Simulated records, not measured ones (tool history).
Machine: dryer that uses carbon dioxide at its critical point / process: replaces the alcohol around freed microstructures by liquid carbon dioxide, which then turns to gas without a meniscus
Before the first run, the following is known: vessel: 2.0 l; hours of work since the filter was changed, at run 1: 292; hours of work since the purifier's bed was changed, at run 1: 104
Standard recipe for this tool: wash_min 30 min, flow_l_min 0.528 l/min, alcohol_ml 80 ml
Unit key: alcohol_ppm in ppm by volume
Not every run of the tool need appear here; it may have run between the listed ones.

run,hour,wash_min,flow_l_min,alcohol_ml,hours of work since the filter was changed,hours of work since the purifier's bed was changed,alcohol_ppm
1,0.0,30,0.528,80,292,104,95
2,8.0,30,0.432,80,294,107,244
3,20.2,30,0.432,25,299,111,99
4,28.6,30,0.432,25,302,114,105
5,35.6,30,0.528,103,304,117,125
6,43.4,30,0.394,103,307,120,499
7,54.0,30,0.394,103,311,123,490
8,66.7,30,0.394,103,315,128,504
9,76.8,30,0.394,103,319,132,505
10,89.0,47,0.528,80,323,136,33
11,101.7,47,0.528,80,328,140,39
12,108.6,47,0.528,80,330,143,36
13,120.2,47,0.528,80,334,147,36
14,130.0,47,0.528,80,338,150,37
15,139.4,30,0.852,80,341,154,47
16,150.2,30,0.852,80,345,158,47
17,157.9,48,0.357,101,348,160,108
18,165.5,48,0.357,101,350,163,102
19,172.3,29,0.829,80,353,166,43
20,183.4,30,0.528,95,357,169,138
21,196.1,45,0.321,32,361,174,100
22,201.5,45,0.321,42,363,176,118
23,212.0,30,0.351,30,367,180,293
24,217.8,30,0.351,30,369,182,306
25,224.6,30,0.351,30,372,184,299
26,231.8,35,0.389,32,374,187,121
27,238.1,30,0.612,111,376,189,95
28,250.9,40,0.438,53,381,194,78
29,260.5,30,0.320,42,384,197,576
30,269.0,25,0.370,49,387,200,755
31,276.2,18,0.809,25,390,203,98

Measured minus without-hidden-state, run by run (identical run-to-run variation in each term; gauge scatter may differ):
Unlogged tool condition in this case: flow that reaches the vessel past the clogged filter, %; alcohol in the recycled carbon dioxide, ppm; drift of the gauge itself on alcohol_ppm, %.
run,alcohol_ppm
1,+65
2,+141
3,+62
4,+63
5,+82
6,+267
7,+269
8,+274
9,+278
10,+32
11,+32
12,+33
13,+33
14,+35
15,+36
16,+34
17,+77
18,+78
19,+39
20,+104
21,+75
22,+87
23,+173
24,+172
25,+176
26,+93
27,+77
28,+65
29,+314
30,+405
31,+77

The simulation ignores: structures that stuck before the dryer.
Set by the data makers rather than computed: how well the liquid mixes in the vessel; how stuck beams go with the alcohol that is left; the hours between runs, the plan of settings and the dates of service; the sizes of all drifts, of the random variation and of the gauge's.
